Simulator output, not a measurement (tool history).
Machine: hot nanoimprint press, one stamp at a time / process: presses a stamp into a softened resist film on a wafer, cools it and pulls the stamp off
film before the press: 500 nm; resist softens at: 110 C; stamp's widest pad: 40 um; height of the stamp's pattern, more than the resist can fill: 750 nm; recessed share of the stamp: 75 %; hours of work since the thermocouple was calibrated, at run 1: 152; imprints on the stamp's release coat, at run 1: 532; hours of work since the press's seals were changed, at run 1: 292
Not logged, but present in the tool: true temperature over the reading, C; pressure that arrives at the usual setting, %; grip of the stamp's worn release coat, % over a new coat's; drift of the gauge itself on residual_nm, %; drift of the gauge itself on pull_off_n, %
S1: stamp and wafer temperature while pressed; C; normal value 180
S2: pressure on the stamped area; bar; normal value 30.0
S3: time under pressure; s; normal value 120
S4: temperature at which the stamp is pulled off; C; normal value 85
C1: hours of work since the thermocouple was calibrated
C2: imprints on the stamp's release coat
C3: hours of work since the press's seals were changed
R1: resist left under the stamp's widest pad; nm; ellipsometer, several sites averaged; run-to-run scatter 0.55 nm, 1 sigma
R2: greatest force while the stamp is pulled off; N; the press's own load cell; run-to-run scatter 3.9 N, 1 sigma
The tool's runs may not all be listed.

run,day,S1,S2,S3,S4,C1,C2,C3,R1,R2
1,0.000,180,30.0,120,85,152,532,292,190.1,214
2,0.417,180,30.0,120,85,159,573,299,190.2,210
3,0.696,180,30.0,120,85,163,601,303,190.1,209
4,0.954,180,21.1,120,85,167,627,307,228.5,209
5,1.288,180,21.1,120,85,172,661,312,227.4,205
6,1.762,180,21.1,120,85,180,709,320,227.3,202
7,2.092,180,21.1,120,85,185,742,325,226.8,217
8,2.412,180,21.1,120,85,190,774,330,227.3,213
9,2.862,180,30.0,120,85,197,819,337,189.0,210
10,3.142,180,30.0,120,85,201,847,341,189.9,216
11,3.383,180,30.0,120,85,205,872,345,189.7,215
12,3.621,180,30.0,120,85,209,895,349,189.7,222
13,4.192,180,30.0,120,85,218,953,358,188.9,223
14,4.579,180,30.0,82,85,224,992,364,218.1,224
15,4.979,180,30.0,82,85,230,1032,370,217.7,219
16,5.275,180,30.2,129,87,235,1062,375,183.0,212
17,5.779,180,30.2,129,87,243,1112,383,184.3,215
18,6.350,190,30.0,147,88,252,1170,391,133.0,203
19,6.846,170,45.4,104,72,259,1219,399,220.4,295
# day 7.012: plate thermocouple calibrated
20,7.379,180,18.4,96,81,6,1260,406,258.3,246
21,7.658,180,25.1,120,75,10,1289,410,205.2,293
# day 7.967: plate thermocouple calibrated, once more
22,8.046,174,22.5,123,84,1,1315,414,263.5,241
23,8.371,180,28.5,174,78,6,1348,419,172.8,270
24,8.758,180,22.4,97,77,12,1386,425,242.5,285
25,9.221,178,30.0,120,77,20,1433,432,205.9,287
26,9.775,189,38.4,128,88,28,1488,441,128.6,226
# day 10.179: stamp cleaned and given a new release coat
27,10.500,189,33.6,169,72,36,32,449,123.6,254
28,10.812,189,33.6,169,72,41,63,453,123.6,252
29,11.383,180,30.0,120,71,49,121,462,193.9,264

Alternative continuations, all from the tool just after run 29; predict every row:
A,11.854,180,43.5,120,85,57,168,470,?,?
B,11.854,180,30.0,120,79,57,168,470,?,?
C,11.854,180,30.0,184,71,57,168,470,?,?

run,R1,R2
A,159.8,193
B,193.7,227
C,164.2,269
Without the tool's hidden state the same runs would have given:
run,R1,R2
A,158.7,188
B,193.0,221
C,163.5,262
